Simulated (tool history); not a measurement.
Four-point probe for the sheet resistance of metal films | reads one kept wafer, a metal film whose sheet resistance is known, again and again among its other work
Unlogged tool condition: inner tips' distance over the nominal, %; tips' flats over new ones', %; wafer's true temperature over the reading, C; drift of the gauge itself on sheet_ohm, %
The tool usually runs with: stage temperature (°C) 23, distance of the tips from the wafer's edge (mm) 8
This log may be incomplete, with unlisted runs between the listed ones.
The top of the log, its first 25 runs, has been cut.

run	hour	stage temperature (°C)	distance of the tips from the wafer's edge (mm)	touches since the probe head was changed	hours of work since the stage's thermometer was calibrated	sheet resistance as the instrument gives it (ohm/square)
26	847	32	8	42622	113	1.913734
27	879.8	22	16	43598	136	1.91556
28	919.9	20	8	44795	164	1.938411
29	961.9	21	7	46044	194	1.94433
30	1003.5	21	24	47285	223	1.914326
31	1044.6	21	24	48508	251	1.913808
32	1081.7	33	15	49615	277	1.894686
33	1106.2	31	29	50344	295	1.892467
34	1134.8	31	15	51195	315	1.898515
35	1158.8	31	15	51912	331	1.898179
36	1187.8	22	45	52773	352	1.909605
37	1215.3	31	26	53595	371	1.893663
38	1243.1	22	6	54422	390	1.953627
39	1288.6	23	5	55778	422	1.970912
40	1311.4	21	10	56456	438	1.927496
41	1343.9	21	10	57424	461	1.92689
42	1382.9	21	10	58585	488	1.926973
43	1406.8	24	8	59298	505	1.929756
44	1437.9	24	69	60224	527	1.904921

Predict each of these 5 candidate next runs independently; none follows another, all start after run 44:
A	1466.8	23	8	61084	547	?
B	1466.8	35	17	61084	547	?
C	1466.8	27	42	61084	547	?
D	1466.8	26	46	61084	547	?
E	1466.8	24	5	61084	547	?

run	sheet resistance as the instrument gives it (ohm/square)
A	1.931867
B	1.888686
C	1.899914
D	1.9014
E	1.968235
With no hidden state in the tool, these same runs would have given:
run	sheet resistance as the instrument gives it (ohm/square)
A	1.930469
B	1.887373
C	1.898558
D	1.900039
E	1.966816
